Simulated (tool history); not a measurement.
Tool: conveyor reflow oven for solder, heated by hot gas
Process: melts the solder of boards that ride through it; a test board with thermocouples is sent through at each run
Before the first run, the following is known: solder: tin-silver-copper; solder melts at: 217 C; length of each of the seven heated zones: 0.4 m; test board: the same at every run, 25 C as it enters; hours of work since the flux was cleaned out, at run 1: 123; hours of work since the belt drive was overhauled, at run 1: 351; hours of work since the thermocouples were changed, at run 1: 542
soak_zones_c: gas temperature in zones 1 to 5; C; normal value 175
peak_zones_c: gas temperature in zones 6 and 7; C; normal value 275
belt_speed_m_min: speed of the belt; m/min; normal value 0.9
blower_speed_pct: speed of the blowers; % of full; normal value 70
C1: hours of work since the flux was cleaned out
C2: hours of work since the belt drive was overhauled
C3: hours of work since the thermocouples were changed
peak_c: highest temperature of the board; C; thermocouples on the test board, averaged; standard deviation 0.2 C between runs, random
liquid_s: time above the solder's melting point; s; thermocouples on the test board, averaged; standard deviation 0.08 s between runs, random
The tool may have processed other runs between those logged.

run 1 hour=0.0 | soak_zones_c=175 peak_zones_c=275 belt_speed_m_min=0.9 blower_speed_pct=70 | C1=123 C2=351 C3=542 | peak_c=261.0 liquid_s=44.29
run 2 hour=28.9 | soak_zones_c=175 peak_zones_c=275 belt_speed_m_min=0.9 blower_speed_pct=70 | C1=139 C2=367 C3=558 | peak_c=261.3 liquid_s=44.34
run 3 hour=52.8 | soak_zones_c=175 peak_zones_c=275 belt_speed_m_min=0.9 blower_speed_pct=70 | C1=152 C2=380 C3=571 | peak_c=260.8 liquid_s=44.22
run 4 hour=95.8 | soak_zones_c=175 peak_zones_c=275 belt_speed_m_min=0.9 blower_speed_pct=70 | C1=175 C2=404 C3=595 | peak_c=260.9 liquid_s=44.29
run 5 hour=125.0 | soak_zones_c=175 peak_zones_c=275 belt_speed_m_min=0.9 blower_speed_pct=70 | C1=191 C2=420 C3=611 | peak_c=260.7 liquid_s=44.14
run 6 hour=147.8 | soak_zones_c=175 peak_zones_c=275 belt_speed_m_min=0.9 blower_speed_pct=70 | C1=204 C2=432 C3=623 | peak_c=260.4 liquid_s=44.13
run 7 hour=189.7 | soak_zones_c=175 peak_zones_c=275 belt_speed_m_min=0.9 blower_speed_pct=70 | C1=227 C2=456 C3=646 | peak_c=260.1 liquid_s=44.20
run 8 hour=233.1 | soak_zones_c=175 peak_zones_c=275 belt_speed_m_min=0.9 blower_speed_pct=70 | C1=251 C2=479 C3=670 | peak_c=260.1 liquid_s=43.97
run 9 hour=265.8 | soak_zones_c=175 peak_zones_c=275 belt_speed_m_min=0.9 blower_speed_pct=70 | C1=269 C2=497 C3=688 | peak_c=260.2 liquid_s=44.09
-- hour=287.1 thermocouples of zones 6 and 7 changed
run 10 hour=304.0 | soak_zones_c=175 peak_zones_c=275 belt_speed_m_min=0.9 blower_speed_pct=70 | C1=289 C2=517 C3=9 | peak_c=260.7 liquid_s=44.35
run 11 hour=345.2 | soak_zones_c=175 peak_zones_c=275 belt_speed_m_min=0.9 blower_speed_pct=70 | C1=311 C2=540 C3=32 | peak_c=260.6 liquid_s=44.29
run 12 hour=377.6 | soak_zones_c=175 peak_zones_c=275 belt_speed_m_min=0.9 blower_speed_pct=70 | C1=329 C2=558 C3=50 | peak_c=260.8 liquid_s=44.23
run 13 hour=404.8 | soak_zones_c=175 peak_zones_c=275 belt_speed_m_min=0.9 blower_speed_pct=70 | C1=344 C2=572 C3=65 | peak_c=260.7 liquid_s=44.31
-- hour=418.0 flux residue cleaned out of gas plates and filters
run 14 hour=450.6 | soak_zones_c=175 peak_zones_c=275 belt_speed_m_min=0.9 blower_speed_pct=70 | C1=18 C2=595 C3=87 | peak_c=261.4 liquid_s=44.64
run 15 hour=475.3 | soak_zones_c=175 peak_zones_c=275 belt_speed_m_min=0.9 blower_speed_pct=70 | C1=31 C2=608 C3=101 | peak_c=261.1 liquid_s=44.55
run 16 hour=495.9 | soak_zones_c=168 peak_zones_c=275 belt_speed_m_min=0.9 blower_speed_pct=70 | C1=43 C2=620 C3=112 | peak_c=260.2 liquid_s=42.60

The next listed run, before its measurement:
run 17 hour=539.4 | soak_zones_c=175 peak_zones_c=269 belt_speed_m_min=0.9 blower_speed_pct=82 | C1=67 C2=644 C3=136 | peak_c=? liquid_s=?

Logged for run 17: peak_c 257.1 C, liquid_s 43.32 s.
With the hidden condition absent and the run-to-run variation left alone, this run would have shown peak_c 257.4 C, liquid_s 43.24 s.
